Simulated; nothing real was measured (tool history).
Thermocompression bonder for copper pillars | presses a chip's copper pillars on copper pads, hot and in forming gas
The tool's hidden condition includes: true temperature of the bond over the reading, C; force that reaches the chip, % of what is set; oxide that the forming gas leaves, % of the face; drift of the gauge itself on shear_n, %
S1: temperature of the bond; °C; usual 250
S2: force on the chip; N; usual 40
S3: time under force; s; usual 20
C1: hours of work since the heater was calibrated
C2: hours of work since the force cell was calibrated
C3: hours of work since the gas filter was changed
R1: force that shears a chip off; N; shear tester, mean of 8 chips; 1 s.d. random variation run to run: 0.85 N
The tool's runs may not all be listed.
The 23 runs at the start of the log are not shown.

run 24 hour=1697.6 | S1=267 S2=40 S3=20 | C1=348 C2=508 C3=75 | R1=71.5
run 25 hour=1777.7 | S1=271 S2=48 S3=14 | C1=403 C2=563 C3=130 | R1=77.4
run 26 hour=1881.1 | S1=222 S2=30 S3=14 | C1=475 C2=634 C3=201 | R1=25.2
run 27 hour=1967.3 | S1=222 S2=30 S3=14 | C1=534 C2=693 C3=261 | R1=24.6
run 28 hour=2024.3 | S1=250 S2=40 S3=36 | C1=573 C2=733 C3=300 | R1=68.0
-- hour=2103.7 force cell calibrated
run 29 hour=2107.6 | S1=250 S2=40 S3=36 | C1=629 C2=3 C3=356 | R1=68.8
run 30 hour=2160.0 | S1=250 S2=38 S3=34 | C1=665 C2=39 C3=392 | R1=65.2
run 31 hour=2205.6 | S1=250 S2=51 S3=24 | C1=697 C2=70 C3=423 | R1=71.9
run 32 hour=2260.3 | S1=220 S2=34 S3=22 | C1=734 C2=108 C3=461 | R1=33.8
-- hour=2270.1 forming gas filter changed
run 33 hour=2347.7 | S1=220 S2=34 S3=22 | C1=794 C2=167 C3=53 | R1=37.0

Forecast run 34:
run 34 hour=2448.8 | S1=250 S2=27 S3=20 | C1=864 C2=237 C3=123 | R1=?

For run 34 the tool returned R1 40.6 N.
With no hidden state in the tool, this same run would have given R1 48.0 N.
